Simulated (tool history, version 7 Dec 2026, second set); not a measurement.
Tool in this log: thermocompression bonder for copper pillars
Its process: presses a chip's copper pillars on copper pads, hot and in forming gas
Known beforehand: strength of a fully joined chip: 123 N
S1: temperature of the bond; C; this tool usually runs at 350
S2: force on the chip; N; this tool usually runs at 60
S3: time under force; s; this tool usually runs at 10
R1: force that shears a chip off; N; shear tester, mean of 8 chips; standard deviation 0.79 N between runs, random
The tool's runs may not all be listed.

run,day,S1,S2,S3,R1
1,0,350,60,10,74.5
2,0.396,350,60,10,73.6
3,0.933,350,60,10,72.8
4,1.5,350,60,10,73.7
5,1.958,350,60,10,71.6
6,2.438,350,60,10,71.9
7,3.025,350,60,10,73.1
8,3.45,369,60,10,82.9
9,3.738,369,60,10,83.4
10,4.108,329,60,10,57.9
11,4.521,329,60,10,58.5
12,4.846,329,60,10,58.3
13,5.454,329,60,10,57.3
14,5.917,329,78,10,68.3
15,6.204,329,78,10,66.8
16,6.638,329,78,10,66.2
17,6.996,329,78,10,67.2
# day 7.517: forming gas filter changed
18,7.529,350,60,10,78.1
19,8.108,350,60,10,77.9
20,8.688,350,60,10,79.4
21,8.942,350,60,10,77.2
22,9.454,350,60,8,72.9
23,9.971,376,70,8,95.4
24,10.317,333,48,12,60.5
25,10.775,333,48,12,61.2
26,11.383,333,48,12,60.4
27,11.962,331,45,6,44.2
28,12.488,341,54,6,55.2
29,12.879,341,54,6,56
30,13.392,332,39,13,54
31,13.971,332,39,13,53.6
32,14.229,367,39,13,77
33,14.783,367,39,13,76.5
34,15.162,370,44,10,77.1
35,15.504,320,86,17,80.1
36,15.979,320,86,17,79.7
37,16.3,370,56,17,95.8
38,16.912,350,39,10,59.6
39,17.204,327,42,27,66.2
40,17.538,327,42,27,68.1

Each run again, without the hidden state but with its own random variation kept:
The hidden state here: true temperature of the bond over the reading, C; force that reaches the chip, % of what is set; oxide that the forming gas leaves, % of the face; drift of the gauge itself on shear_n, %.
run,R1
1,79.2
2,78.4
3,77.7
4,78.9
5,76.8
6,77.3
7,78.7
8,89.5
9,90.1
10,62.8
11,63.5
12,63.3
13,62.6
14,74.6
15,73.1
16,72.6
17,73.8
18,78
19,77.9
20,79.6
21,77.5
22,73.4
23,96.2
24,61.2
25,62
26,61.4
27,45.1
28,56.3
29,57.3
30,55.4
31,55.1
32,79
33,78.7
34,79.4
35,82.8
36,82.6
37,99.1
38,62
39,69.1
40,71.1
